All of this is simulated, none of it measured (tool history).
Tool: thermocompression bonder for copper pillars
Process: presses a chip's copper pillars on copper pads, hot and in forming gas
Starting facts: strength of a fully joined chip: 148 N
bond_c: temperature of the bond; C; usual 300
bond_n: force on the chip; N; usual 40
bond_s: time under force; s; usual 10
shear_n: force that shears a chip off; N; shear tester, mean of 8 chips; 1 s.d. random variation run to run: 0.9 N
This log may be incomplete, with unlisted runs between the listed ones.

| run | hour | bond_c | bond_n | bond_s | shear_n |
|---|---|---|---|---|---|
| 1 | 0 | 300 | 40 | 10 | 106.5 |
| 2 | 10.1 | 320 | 40 | 10 | 115.5 |
| 3 | 17.5 | 320 | 40 | 10 | 116.2 |
| 4 | 26.1 | 320 | 40 | 10 | 116.5 |
| 5 | 33 | 320 | 40 | 10 | 114.9 |
| 6 | 45.4 | 320 | 40 | 10 | 115.4 |
| 7 | 57.7 | 320 | 40 | 10 | 114 |
| 8 | 63.1 | 320 | 40 | 10 | 114.7 |
| 9 | 71.3 | 300 | 40 | 16 | 113 |
| 10 | 83.5 | 300 | 40 | 10 | 104.6 |
| 11 | 91.9 | 300 | 40 | 10 | 102.8 |
|  | 99.6 | forming gas filter changed |
| 12 | 101.7 | 300 | 37 | 10 | 108.6 |
| 13 | 110.7 | 300 | 37 | 10 | 108.4 |
| 14 | 116.9 | 300 | 37 | 10 | 107.1 |
| 15 | 122.6 | 300 | 37 | 10 | 108.6 |
| 16 | 131.8 | 300 | 30 | 10 | 97.7 |
| 17 | 138.9 | 328 | 40 | 10 | 124.1 |
| 18 | 148.7 | 328 | 40 | 10 | 125 |
| 19 | 161.4 | 319 | 40 | 10 | 120.8 |
| 20 | 170.7 | 300 | 33 | 10 | 103.2 |
|  | 173.9 | heater calibrated with a thermocouple chip |
| 21 | 185.5 | 295 | 40 | 10 | 106.9 |
| 22 | 195.3 | 289 | 49 | 13 | 117.2 |
| 23 | 205.5 | 275 | 26 | 10 | 74.7 |
| 24 | 217.7 | 300 | 47 | 6 | 105.3 |
| 25 | 230.1 | 300 | 47 | 6 | 103.6 |
|  | 233.1 | heater calibrated with a thermocouple chip, once more |
| 26 | 237.7 | 278 | 35 | 20 | 106 |
| 27 | 244.3 | 278 | 35 | 20 | 104.7 |
| 28 | 254 | 293 | 40 | 10 | 102.1 |
| 29 | 266.9 | 293 | 40 | 10 | 103.3 |
| 30 | 276.7 | 290 | 40 | 10 | 101.8 |
| 31 | 286.8 | 278 | 36 | 10 | 89.5 |
| 32 | 298.7 | 290 | 40 | 10 | 100.4 |
| 33 | 308.8 | 290 | 40 | 10 | 99.8 |
| 34 | 322.1 | 290 | 40 | 10 | 100.3 |
| 35 | 327.6 | 300 | 28 | 10 | 92.6 |
| 36 | 336.9 | 300 | 28 | 10 | 92.4 |
| 37 | 347.7 | 326 | 51 | 17 | 134.2 |
| 38 | 353.6 | 326 | 51 | 17 | 133.4 |
| 39 | 359.1 | 306 | 46 | 25 | 129.2 |
| 40 | 368.5 | 313 | 44 | 10 | 115.7 |

Run by run, hidden condition taken away, random variation retained:
The hidden state here: true temperature of the bond over the reading, C; force that reaches the chip, % of what is set; oxide that the forming gas leaves, % of the face; drift of the gauge itself on shear_n, %.
| run | shear_n |
|---|---|
| 1 | 110.2 |
| 2 | 120.1 |
| 3 | 121 |
| 4 | 121.4 |
| 5 | 119.9 |
| 6 | 120.7 |
| 7 | 119.4 |
| 8 | 120.2 |
| 9 | 118.5 |
| 10 | 109.4 |
| 11 | 107.6 |
| 12 | 106.3 |
| 13 | 106.2 |
| 14 | 105 |
| 15 | 106.5 |
| 16 | 95.6 |
| 17 | 123.1 |
| 18 | 124.1 |
| 19 | 120 |
| 20 | 101.6 |
| 21 | 105 |
| 22 | 116 |
| 23 | 72.3 |
| 24 | 103.7 |
| 25 | 102.2 |
| 26 | 107.2 |
| 27 | 106.1 |
| 28 | 103.5 |
| 29 | 104.9 |
| 30 | 103.5 |
| 31 | 90.8 |
| 32 | 102.4 |
| 33 | 101.9 |
| 34 | 102.5 |
| 35 | 94.6 |
| 36 | 94.4 |
| 37 | 139.6 |
| 38 | 139 |
| 39 | 134.4 |
| 40 | 119.7 |

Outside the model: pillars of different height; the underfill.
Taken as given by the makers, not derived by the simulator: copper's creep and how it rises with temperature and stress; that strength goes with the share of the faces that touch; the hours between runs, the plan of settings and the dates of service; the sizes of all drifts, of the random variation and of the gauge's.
